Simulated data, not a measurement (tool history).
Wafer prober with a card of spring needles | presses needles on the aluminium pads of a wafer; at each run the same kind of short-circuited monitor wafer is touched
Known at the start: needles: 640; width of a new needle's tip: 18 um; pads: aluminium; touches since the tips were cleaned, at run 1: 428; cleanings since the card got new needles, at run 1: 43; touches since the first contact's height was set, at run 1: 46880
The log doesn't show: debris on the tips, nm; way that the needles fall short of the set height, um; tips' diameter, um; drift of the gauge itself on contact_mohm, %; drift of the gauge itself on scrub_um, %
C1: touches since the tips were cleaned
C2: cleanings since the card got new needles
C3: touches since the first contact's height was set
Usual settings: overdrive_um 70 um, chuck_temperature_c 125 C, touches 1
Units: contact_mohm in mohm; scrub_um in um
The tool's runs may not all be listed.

{"run": 1, "hour": 0.0, "overdrive_um": 70, "chuck_temperature_c": 125, "touches": 1, "C1": 428, "C2": 43, "C3": 46880, "contact_mohm": 309, "scrub_um": 13.3}
{"hour": 11.2, "done": "tips cleaned on abrasive film"}
{"run": 2, "hour": 17.9, "overdrive_um": 70, "chuck_temperature_c": 125, "touches": 1, "C1": 3032, "C2": 44, "C3": 54961, "contact_mohm": 331, "scrub_um": 13.19}
{"hour": 22.0, "done": "tips cleaned on abrasive film"}
{"hour": 34.2, "done": "tips cleaned on abrasive film"}
{"run": 3, "hour": 41.1, "overdrive_um": 70, "chuck_temperature_c": 125, "touches": 1, "C1": 3145, "C2": 46, "C3": 65437, "contact_mohm": 336, "scrub_um": 13.21}
{"hour": 44.7, "done": "tips cleaned on abrasive film"}
{"hour": 56.2, "done": "tips cleaned on abrasive film"}
{"hour": 67.0, "done": "tips cleaned on abrasive film"}
{"run": 4, "hour": 73.8, "overdrive_um": 73, "chuck_temperature_c": 125, "touches": 1, "C1": 3090, "C2": 49, "C3": 80184, "contact_mohm": 334, "scrub_um": 13.74}
{"hour": 77.6, "done": "tips cleaned on abrasive film"}
{"hour": 88.8, "done": "tips cleaned on abrasive film"}
{"hour": 98.9, "done": "tips cleaned on abrasive film"}
{"run": 5, "hour": 103.8, "overdrive_um": 73, "chuck_temperature_c": 125, "touches": 1, "C1": 2204, "C2": 52, "C3": 93695, "contact_mohm": 331, "scrub_um": 13.7}
{"hour": 110.0, "done": "tips cleaned on abrasive film"}
{"hour": 121.7, "done": "tips cleaned on abrasive film"}
{"hour": 133.2, "done": "tips cleaned on abrasive film"}
{"run": 6, "hour": 137.7, "overdrive_um": 70, "chuck_temperature_c": 125, "touches": 1, "C1": 2042, "C2": 55, "C3": 108977, "contact_mohm": 328, "scrub_um": 13.09}
{"hour": 143.7, "done": "tips cleaned on abrasive film"}
{"run": 7, "hour": 152.7, "overdrive_um": 70, "chuck_temperature_c": 125, "touches": 1, "C1": 4121, "C2": 56, "C3": 115777, "contact_mohm": 342, "scrub_um": 13.12}
{"hour": 155.3, "done": "tips cleaned on abrasive film"}
{"hour": 166.7, "done": "tips cleaned on abrasive film"}
{"hour": 179.0, "done": "tips cleaned on abrasive film"}
{"run": 8, "hour": 182.1, "overdrive_um": 70, "chuck_temperature_c": 105, "touches": 1, "C1": 1415, "C2": 59, "C3": 128997, "contact_mohm": 317, "scrub_um": 13.08}
{"hour": 191.2, "done": "tips cleaned on abrasive film"}
{"run": 9, "hour": 197.9, "overdrive_um": 70, "chuck_temperature_c": 71, "touches": 1, "C1": 3092, "C2": 60, "C3": 136171, "contact_mohm": 323, "scrub_um": 13.03}
{"hour": 203.0, "done": "tips cleaned on abrasive film"}
{"hour": 213.8, "done": "tips cleaned on abrasive film"}
{"hour": 225.3, "done": "tips cleaned on abrasive film"}
{"run": 10, "hour": 233.1, "overdrive_um": 70, "chuck_temperature_c": 71, "touches": 1, "C1": 3554, "C2": 63, "C3": 152043, "contact_mohm": 316, "scrub_um": 12.96}
{"hour": 235.7, "done": "tips cleaned on abrasive film"}
{"hour": 247.7, "done": "tips cleaned on abrasive film"}
{"run": 11, "hour": 251.9, "overdrive_um": 70, "chuck_temperature_c": 71, "touches": 1, "C1": 1909, "C2": 65, "C3": 160475, "contact_mohm": 314, "scrub_um": 12.97}
{"hour": 259.7, "done": "tips cleaned on abrasive film"}
{"hour": 262.5, "done": "height of the first contact set anew"}
{"hour": 270.7, "done": "tips cleaned on abrasive film"}
{"run": 12, "hour": 270.7, "overdrive_um": 70, "chuck_temperature_c": 125, "touches": 1, "C1": 0, "C2": 67, "C3": 3666, "contact_mohm": 306, "scrub_um": 13.37}
{"hour": 282.1, "done": "tips cleaned on abrasive film"}
{"hour": 293.6, "done": "tips cleaned on abrasive film"}
{"run": 13, "hour": 301.9, "overdrive_um": 70, "chuck_temperature_c": 125, "touches": 1, "C1": 3801, "C2": 69, "C3": 17794, "contact_mohm": 337, "scrub_um": 13.27}
{"hour": 304.5, "done": "tips cleaned on abrasive film"}
{"hour": 314.7, "done": "tips cleaned on abrasive film"}
{"run": 14, "hour": 317.7, "overdrive_um": 70, "chuck_temperature_c": 125, "touches": 1, "C1": 1352, "C2": 71, "C3": 24860, "contact_mohm": 325, "scrub_um": 13.3}
{"hour": 324.9, "done": "tips cleaned on abrasive film"}
{"hour": 337.3, "done": "tips cleaned on abrasive film"}
{"hour": 347.4, "done": "tips cleaned on abrasive film"}
{"run": 15, "hour": 349.6, "overdrive_um": 70, "chuck_temperature_c": 125, "touches": 1, "C1": 997, "C2": 74, "C3": 39227, "contact_mohm": 316, "scrub_um": 13.25}
{"hour": 359.0, "done": "tips cleaned on abrasive film"}
{"run": 16, "hour": 365.2, "overdrive_um": 68, "chuck_temperature_c": 125, "touches": 1, "C1": 2829, "C2": 75, "C3": 46292, "contact_mohm": 337, "scrub_um": 12.91}
{"hour": 370.3, "done": "tips cleaned on abrasive film"}
{"hour": 380.8, "done": "tips cleaned on abrasive film"}
{"hour": 391.0, "done": "tips cleaned on abrasive film"}
{"run": 17, "hour": 391.4, "overdrive_um": 68, "chuck_temperature_c": 125, "touches": 2, "C1": 195, "C2": 78, "C3": 58107, "contact_mohm": 306, "scrub_um": 12.82}
{"hour": 402.9, "done": "tips cleaned on abrasive film"}
{"hour": 414.0, "done": "tips cleaned on abrasive film"}
{"hour": 425.5, "done": "tips cleaned on abrasive film"}
{"run": 18, "hour": 425.9, "overdrive_um": 68, "chuck_temperature_c": 125, "touches": 2, "C1": 157, "C2": 81, "C3": 73631, "contact_mohm": 309, "scrub_um": 12.78}

Run 19 comes next. What will it give?
{"hour": 436.2, "done": "tips cleaned on abrasive film"}
{"hour": 447.2, "done": "tips cleaned on abrasive film"}
{"run": 19, "hour": 447.7, "overdrive_um": 82, "chuck_temperature_c": 27, "touches": 3, "C1": 227, "C2": 83, "C3": 83476, "contact_mohm": "?", "scrub_um": "?"}

Run 19 gave contact_mohm 281 mohm, scrub_um 15.45 um.
Without the tool's hidden state the same run would have given contact_mohm 278 mohm, scrub_um 15.65 um.
